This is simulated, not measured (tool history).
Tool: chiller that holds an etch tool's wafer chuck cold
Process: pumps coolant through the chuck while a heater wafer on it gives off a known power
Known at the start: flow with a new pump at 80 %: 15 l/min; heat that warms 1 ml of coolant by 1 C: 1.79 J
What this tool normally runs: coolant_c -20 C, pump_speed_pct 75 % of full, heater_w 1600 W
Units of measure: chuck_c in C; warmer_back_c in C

run	day	coolant_c	pump_speed_pct	heater_w	chuck_c	warmer_back_c
1	0.000	-20	75	1600	-8.4	3.96
2	1.900	-20	75	1600	-8.6	3.90
3	4.367	-13	75	1600	-1.4	3.95
4	7.104	-20	75	1600	-8.2	3.88
5	10.558	-20	75	1635	-8.2	3.94
6	13.062	-13	75	1900	1.1	4.65
7	15.421	-21	75	1036	-13.6	2.64
8	17.267	-21	75	1036	-13.7	2.58
9	20.125	-21	75	1036	-13.4	2.61
# day 22.283: chiller's thermometer calibrated
10	23.154	-21	75	1036	-13.2	2.64

Each row is a separate what-if for the run after 10, all from the same tool condition, not one after another. Results?
A	26.612	-20	75	1023	?	?
B	26.612	-21	88	1036	?	?
C	26.612	-20	98	2248	?	?
D	26.612	-23	81	2046	?	?

run	chuck_c	warmer_back_c
A	-12.2	2.58
B	-14.0	2.19
C	-5.5	4.18
D	-8.4	4.68
With no hidden state in the tool, these same runs would have given:
run	chuck_c	warmer_back_c
A	-12.5	2.49
B	-14.2	2.11
C	-6.1	4.03
D	-9.0	4.51
